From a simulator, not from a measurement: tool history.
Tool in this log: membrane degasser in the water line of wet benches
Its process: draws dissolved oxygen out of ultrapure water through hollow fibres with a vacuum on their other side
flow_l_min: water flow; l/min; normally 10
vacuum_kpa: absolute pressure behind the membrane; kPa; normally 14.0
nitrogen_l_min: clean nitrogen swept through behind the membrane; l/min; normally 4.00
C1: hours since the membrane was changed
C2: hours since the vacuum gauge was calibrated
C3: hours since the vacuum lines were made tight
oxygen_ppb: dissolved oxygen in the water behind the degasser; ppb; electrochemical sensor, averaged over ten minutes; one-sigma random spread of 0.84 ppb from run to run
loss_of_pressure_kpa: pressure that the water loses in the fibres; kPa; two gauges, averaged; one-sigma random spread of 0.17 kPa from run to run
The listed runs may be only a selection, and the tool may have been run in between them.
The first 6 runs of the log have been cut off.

run 7 day=34.558 | flow_l_min=10 vacuum_kpa=14.0 nitrogen_l_min=4.00 | C1=3123 C2=1289 C3=834 | oxygen_ppb=85.2 loss_of_pressure_kpa=26.64
run 8 day=41.058 | flow_l_min=6 vacuum_kpa=14.0 nitrogen_l_min=4.00 | C1=3279 C2=1445 C3=990 | oxygen_ppb=42.9 loss_of_pressure_kpa=15.97
run 9 day=47.442 | flow_l_min=6 vacuum_kpa=14.0 nitrogen_l_min=4.00 | C1=3433 C2=1598 C3=1143 | oxygen_ppb=42.5 loss_of_pressure_kpa=15.85
run 10 day=52.400 | flow_l_min=6 vacuum_kpa=14.0 nitrogen_l_min=4.00 | C1=3552 C2=1717 C3=1262 | oxygen_ppb=42.8 loss_of_pressure_kpa=16.05
run 11 day=58.817 | flow_l_min=6 vacuum_kpa=14.0 nitrogen_l_min=4.00 | C1=3706 C2=1871 C3=1416 | oxygen_ppb=42.9 loss_of_pressure_kpa=16.14
run 12 day=64.579 | flow_l_min=6 vacuum_kpa=14.0 nitrogen_l_min=4.00 | C1=3844 C2=2009 C3=1554 | oxygen_ppb=44.1 loss_of_pressure_kpa=16.34
run 13 day=71.267 | flow_l_min=10 vacuum_kpa=14.0 nitrogen_l_min=4.00 | C1=4004 C2=2170 C3=1715 | oxygen_ppb=84.1 loss_of_pressure_kpa=27.04
run 14 day=76.346 | flow_l_min=10 vacuum_kpa=14.0 nitrogen_l_min=11.94 | C1=4126 C2=2292 C3=1837 | oxygen_ppb=40.2 loss_of_pressure_kpa=26.86
run 15 day=79.725 | flow_l_min=10 vacuum_kpa=14.0 nitrogen_l_min=4.00 | C1=4207 C2=2373 C3=1918 | oxygen_ppb=86.5 loss_of_pressure_kpa=27.23
run 16 day=83.538 | flow_l_min=10 vacuum_kpa=14.0 nitrogen_l_min=4.00 | C1=4299 C2=2464 C3=2009 | oxygen_ppb=86.5 loss_of_pressure_kpa=27.19
run 17 day=87.946 | flow_l_min=10 vacuum_kpa=14.0 nitrogen_l_min=4.00 | C1=4405 C2=2570 C3=2115 | oxygen_ppb=85.8 loss_of_pressure_kpa=27.57
run 18 day=92.167 | flow_l_min=8 vacuum_kpa=11.8 nitrogen_l_min=1.69 | C1=4506 C2=2671 C3=2216 | oxygen_ppb=109.5 loss_of_pressure_kpa=21.60

For run 19, what comes out?
-- day=92.525 vacuum gauge calibrated
run 19 day=99.271 | flow_l_min=10 vacuum_kpa=20.5 nitrogen_l_min=9.73 | C1=4676 C2=162 C3=2386 | oxygen_ppb=? loss_of_pressure_kpa=?

Logged for run 19: oxygen_ppb 63.6 ppb, loss_of_pressure_kpa 27.00 kPa.
Had the tool carried no hidden state, the very same run would have given oxygen_ppb 56.0 ppb, loss_of_pressure_kpa 25.44 kPa.
